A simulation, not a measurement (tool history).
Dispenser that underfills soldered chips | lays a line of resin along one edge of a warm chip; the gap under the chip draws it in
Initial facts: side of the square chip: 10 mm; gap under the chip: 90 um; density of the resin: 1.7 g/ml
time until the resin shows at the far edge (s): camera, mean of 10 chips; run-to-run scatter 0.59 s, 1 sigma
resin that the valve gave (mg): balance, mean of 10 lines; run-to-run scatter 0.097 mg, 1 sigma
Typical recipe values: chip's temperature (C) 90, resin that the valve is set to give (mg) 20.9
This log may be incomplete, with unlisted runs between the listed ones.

run   hour  chip's temperature (C)  resin that the valve is set to give (mg)  time until the resin shows at the far edge (s)  resin that the valve gave (mg)
  1      0                      90                                      20.9                                            67.6                           19.64
       6.4  -- new syringe of resin
  2      9                      90                                      20.9                                            52.4                            19.6
      18.8  -- dispensing valve cleaned and set on the balance
  3   20.1                      78                                      20.9                                           112.6                           21.04
      27.7  -- new syringe of resin
  4   31.2                      90                                      20.9                                            53.9                           20.81
  5     40                      90                                        23                                            64.3                           22.97
        48  -- new syringe of resin
  6   51.3                      90                                      18.4                                            56.5                           18.27
  7   62.2                     104                                      20.9                                            37.4                            20.6
      68.4  -- new syringe of resin
  8   72.1                      90                                      20.9                                              53                           20.61
  9   77.8                      90                                      20.9                                            59.4                           20.69
 10   86.3                      90                                      20.9                                            72.3                           20.44
      88.2  -- new syringe of resin
 11   91.6                      91                                      20.3                                            50.1                           19.88
 12   96.6                      91                                      20.3                                            54.7                           19.75
 13  107.3                     101                                      20.9                                            45.4                           20.47
     108.6  -- new syringe of resin
 14  112.6                      80                                      20.4                                            84.7                           19.67
 15  119.6                      79                                      17.9                                           109.6                           17.34
     128.4  -- new syringe of resin
 16  128.5                      99                                      24.7                                            31.5                           23.81
 17  137.9                      78                                        20                                           105.3                           19.18

Here are 3 independent what-if runs from the current tool condition. What would each one return?
  A   143                      90                                        22                                               ?                               ?
  B   143                     101                                      20.9                                               ?                               ?
  C   143                      89                                      21.6                                               ?                               ?

run  time until the resin shows at the far edge (s)  resin that the valve gave (mg)
  A                                            67.2                           21.21
  B                                            42.2                           20.11
  C                                            69.9                           20.74
With no hidden state in the tool, these same runs would have given:
run  time until the resin shows at the far edge (s)  resin that the valve gave (mg)
  A                                            50.5                           22.09
  B                                            31.5                           20.94
  C                                            52.4                           21.59

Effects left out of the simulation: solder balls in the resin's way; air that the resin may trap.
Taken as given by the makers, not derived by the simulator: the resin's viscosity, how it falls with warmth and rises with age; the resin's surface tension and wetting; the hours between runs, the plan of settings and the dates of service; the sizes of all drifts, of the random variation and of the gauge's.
